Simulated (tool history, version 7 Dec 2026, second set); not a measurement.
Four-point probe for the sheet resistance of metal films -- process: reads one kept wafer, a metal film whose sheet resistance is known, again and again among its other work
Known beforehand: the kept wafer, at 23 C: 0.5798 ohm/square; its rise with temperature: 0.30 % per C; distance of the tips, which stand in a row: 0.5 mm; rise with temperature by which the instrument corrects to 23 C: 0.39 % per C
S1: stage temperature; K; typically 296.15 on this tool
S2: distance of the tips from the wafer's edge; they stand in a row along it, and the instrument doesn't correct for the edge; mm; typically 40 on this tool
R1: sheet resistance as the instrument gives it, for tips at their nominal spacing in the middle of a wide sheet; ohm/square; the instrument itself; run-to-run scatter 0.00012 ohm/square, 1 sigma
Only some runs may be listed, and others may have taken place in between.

{"run": 1, "hour": 0.0, "S1": 296.15, "S2": 40, "R1": 0.579848}
{"run": 2, "hour": 59.7, "S1": 292.15, "S2": 40, "R1": 0.581704}
{"run": 3, "hour": 92.6, "S1": 296.15, "S2": 22, "R1": 0.579812}
{"run": 4, "hour": 126.4, "S1": 296.15, "S2": 40, "R1": 0.580022}
{"run": 5, "hour": 174.8, "S1": 294.15, "S2": 40, "R1": 0.580997}
{"run": 6, "hour": 214.0, "S1": 296.15, "S2": 40, "R1": 0.579943}
{"run": 7, "hour": 261.0, "S1": 296.15, "S2": 40, "R1": 0.579796}
{"run": 8, "hour": 317.6, "S1": 296.15, "S2": 40, "R1": 0.579886}
{"run": 9, "hour": 352.6, "S1": 296.15, "S2": 40, "R1": 0.579903}
{"run": 10, "hour": 380.2, "S1": 296.15, "S2": 40, "R1": 0.579722}
{"run": 11, "hour": 420.3, "S1": 296.15, "S2": 40, "R1": 0.579888}
{"run": 12, "hour": 448.4, "S1": 296.15, "S2": 40, "R1": 0.579664}
{"run": 13, "hour": 509.3, "S1": 298.15, "S2": 60, "R1": 0.578893}
{"run": 14, "hour": 551.0, "S1": 292.15, "S2": 20, "R1": 0.582082}
{"run": 15, "hour": 608.4, "S1": 304.15, "S2": 3, "R1": 0.584346}
{"run": 16, "hour": 666.1, "S1": 304.15, "S2": 3, "R1": 0.584133}
{"run": 17, "hour": 726.6, "S1": 306.15, "S2": 11, "R1": 0.575449}
{"run": 18, "hour": 763.5, "S1": 306.15, "S2": 11, "R1": 0.575564}
{"run": 19, "hour": 793.2, "S1": 296.15, "S2": 40, "R1": 0.579974}
{"run": 20, "hour": 835.4, "S1": 292.15, "S2": 19, "R1": 0.581937}
{"run": 21, "hour": 893.3, "S1": 292.15, "S2": 19, "R1": 0.58215}
{"run": 22, "hour": 934.4, "S1": 291.15, "S2": 4, "R1": 0.587359}
{"run": 23, "hour": 965.5, "S1": 295.15, "S2": 68, "R1": 0.580474}
{"run": 24, "hour": 995.9, "S1": 295.15, "S2": 68, "R1": 0.580314}

3 ways to go on from here, each from the tool as it stands after run 24. What would each give?
{"run": "A", "hour": 1058.5, "S1": 307.15, "S2": 22, "R1": "?"}
{"run": "B", "hour": 1058.5, "S1": 295.15, "S2": 54, "R1": "?"}
{"run": "C", "hour": 1058.5, "S1": 294.15, "S2": 51, "R1": "?"}

run=A R1=0.574373
run=B R1=0.580252
run=C R1=0.580890
Stripped of hidden state, with their random variation kept, the same runs would have yielded:
run=A R1=0.574411
run=B R1=0.580289
run=C R1=0.580928
